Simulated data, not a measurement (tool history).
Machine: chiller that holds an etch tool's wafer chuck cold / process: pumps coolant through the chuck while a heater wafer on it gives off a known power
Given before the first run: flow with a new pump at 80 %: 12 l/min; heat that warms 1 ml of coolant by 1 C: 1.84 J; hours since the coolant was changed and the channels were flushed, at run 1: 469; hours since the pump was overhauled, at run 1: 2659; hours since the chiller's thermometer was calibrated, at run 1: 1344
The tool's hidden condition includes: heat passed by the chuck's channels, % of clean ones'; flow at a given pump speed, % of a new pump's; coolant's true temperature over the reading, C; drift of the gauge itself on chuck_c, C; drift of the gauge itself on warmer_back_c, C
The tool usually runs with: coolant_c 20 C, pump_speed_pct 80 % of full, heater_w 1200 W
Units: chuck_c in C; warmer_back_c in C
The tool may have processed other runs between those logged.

| run | hour | coolant_c | pump_speed_pct | heater_w | hours since the coolant was changed and the channels were flushed | hours since the pump was overhauled | hours since the chiller's thermometer was calibrated | chuck_c | warmer_back_c |
|---|---|---|---|---|---|---|---|---|---|
| 1 | 0.0 | 20 | 80 | 1200 | 469 | 2659 | 1344 | 31.2 | 3.43 |
| 2 | 171.8 | 20 | 80 | 1200 | 641 | 2831 | 1516 | 31.3 | 3.44 |
| 3 | 283.7 | 20 | 80 | 1200 | 752 | 2943 | 1627 | 31.5 | 3.50 |
| 4 | 366.9 | 20 | 80 | 1200 | 836 | 3026 | 1711 | 31.4 | 3.42 |
| 5 | 555.9 | 20 | 80 | 1200 | 1025 | 3215 | 1900 | 31.6 | 3.46 |
| 6 | 706.5 | 20 | 80 | 1200 | 1175 | 3366 | 2050 | 31.8 | 3.48 |
| 7 | 896.4 | 20 | 80 | 1200 | 1365 | 3556 | 2240 | 31.7 | 3.45 |
| 8 | 1017.4 | 20 | 80 | 1200 | 1486 | 3677 | 2361 | 32.1 | 3.41 |
| 9 | 1119.9 | 20 | 80 | 706 | 1589 | 3779 | 2464 | 27.3 | 2.07 |
| 10 | 1312.0 | 20 | 80 | 706 | 1781 | 3972 | 2656 | 27.4 | 2.06 |
| 11 | 1398.9 | 20 | 76 | 1200 | 1868 | 4058 | 2743 | 32.7 | 3.72 |
| 12 | 1586.9 | 15 | 80 | 1200 | 2056 | 4246 | 2931 | 27.4 | 3.50 |
| 13 | 1774.3 | 15 | 80 | 1764 | 2243 | 4434 | 3118 | 33.5 | 5.17 |
| 14 | 1877.4 | 15 | 80 | 1764 | 2346 | 4537 | 3221 | 33.4 | 5.13 |
|  | 1974.0 | coolant pump overhauled |
| 15 | 2032.7 | 15 | 80 | 1764 | 2496 | 59 | 3371 | 33.1 | 4.82 |
|  | 2051.2 | chiller's thermometer calibrated |
| 16 | 2132.0 | 15 | 83 | 1764 | 2595 | 157 | 81 | 33.0 | 4.61 |
| 17 | 2306.6 | 15 | 83 | 1764 | 2769 | 332 | 255 | 33.2 | 4.63 |
| 18 | 2389.4 | 21 | 62 | 1383 | 2852 | 414 | 338 | 38.1 | 5.04 |
| 19 | 2519.2 | 21 | 62 | 1383 | 2982 | 544 | 468 | 38.2 | 4.99 |
| 20 | 2635.9 | 11 | 62 | 637 | 3099 | 661 | 585 | 19.3 | 2.33 |
| 21 | 2735.5 | 20 | 99 | 776 | 3198 | 760 | 684 | 28.0 | 1.76 |
|  | 2822.6 | coolant changed, channels flushed |
| 22 | 2918.0 | 20 | 100 | 1200 | 95 | 937 | 861 | 29.9 | 2.61 |
| 23 | 3071.6 | 20 | 100 | 1200 | 249 | 1091 | 1014 | 30.0 | 2.60 |
|  | 3136.5 | chiller's thermometer calibrated, once more |
| 24 | 3226.2 | 17 | 87 | 1210 | 403 | 1244 | 90 | 27.3 | 3.09 |
| 25 | 3387.2 | 20 | 84 | 1028 | 564 | 1405 | 251 | 29.0 | 2.72 |
| 26 | 3492.1 | 14 | 84 | 1123 | 669 | 1510 | 356 | 24.2 | 2.98 |
| 27 | 3572.9 | 14 | 84 | 1123 | 749 | 1591 | 436 | 23.7 | 2.96 |
| 28 | 3731.8 | 27 | 63 | 955 | 908 | 1750 | 595 | 37.2 | 3.46 |
| 29 | 3905.7 | 14 | 93 | 946 | 1082 | 1924 | 769 | 22.2 | 2.29 |
| 30 | 4049.2 | 27 | 95 | 1692 | 1226 | 2067 | 913 | 41.5 | 3.85 |
| 31 | 4227.1 | 30 | 80 | 1200 | 1404 | 2245 | 1091 | 41.6 | 3.34 |

Below are 5 alternative next runs, each starting from the tool's condition after run 31. Predict each:
| A | 4327.2 | 16 | 76 | 1200 | 1504 | 2345 | 1191 | ? | ? |
| B | 4327.2 | 18 | 96 | 1559 | 1504 | 2345 | 1191 | ? | ? |
| C | 4327.2 | 27 | 80 | 792 | 1504 | 2345 | 1191 | ? | ? |
| D | 4327.2 | 20 | 80 | 1124 | 1504 | 2345 | 1191 | ? | ? |
| E | 4327.2 | 23 | 60 | 1200 | 1504 | 2345 | 1191 | ? | ? |

| run | chuck_c | warmer_back_c |
|---|---|---|
| A | 27.8 | 3.49 |
| B | 31.7 | 3.62 |
| C | 34.9 | 2.22 |
| D | 30.6 | 3.11 |
| E | 36.8 | 4.60 |
Take away the tool's hidden state, keep each run's random variation, and the runs would have read:
| run | chuck_c | warmer_back_c |
|---|---|---|
| A | 26.5 | 3.39 |
| B | 30.3 | 3.51 |
| C | 33.9 | 2.16 |
| D | 29.4 | 3.01 |
| E | 35.4 | 4.46 |
